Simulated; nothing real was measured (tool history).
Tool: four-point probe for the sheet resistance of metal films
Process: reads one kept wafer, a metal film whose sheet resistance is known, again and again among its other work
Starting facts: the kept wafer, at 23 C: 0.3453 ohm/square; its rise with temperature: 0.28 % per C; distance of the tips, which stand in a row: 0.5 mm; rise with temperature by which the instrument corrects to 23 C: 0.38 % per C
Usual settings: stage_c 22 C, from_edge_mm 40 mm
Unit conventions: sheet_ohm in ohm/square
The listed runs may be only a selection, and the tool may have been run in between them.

{"run": 1, "hour": 0.0, "stage_c": 22, "from_edge_mm": 40, "sheet_ohm": 0.342304}
{"run": 2, "hour": 40.5, "stage_c": 22, "from_edge_mm": 3, "sheet_ohm": 0.347225}
{"run": 3, "hour": 91.3, "stage_c": 33, "from_edge_mm": 40, "sheet_ohm": 0.33816}
{"run": 4, "hour": 144.4, "stage_c": 22, "from_edge_mm": 34, "sheet_ohm": 0.342052}
{"run": 5, "hour": 193.7, "stage_c": 22, "from_edge_mm": 34, "sheet_ohm": 0.341884}
{"run": 6, "hour": 237.4, "stage_c": 22, "from_edge_mm": 34, "sheet_ohm": 0.342}
{"run": 7, "hour": 267.8, "stage_c": 25, "from_edge_mm": 40, "sheet_ohm": 0.340689}
{"run": 8, "hour": 311.0, "stage_c": 25, "from_edge_mm": 40, "sheet_ohm": 0.340746}

What does the tool deliver on the next run?
{"run": 9, "hour": 355.8, "stage_c": 20, "from_edge_mm": 34, "sheet_ohm": "?"}

sheet_ohm: 0.342604 ohm/square
Were there no unlogged condition in the tool, this run, its random variation unchanged, would have produced sheet_ohm 0.346526 ohm/square.
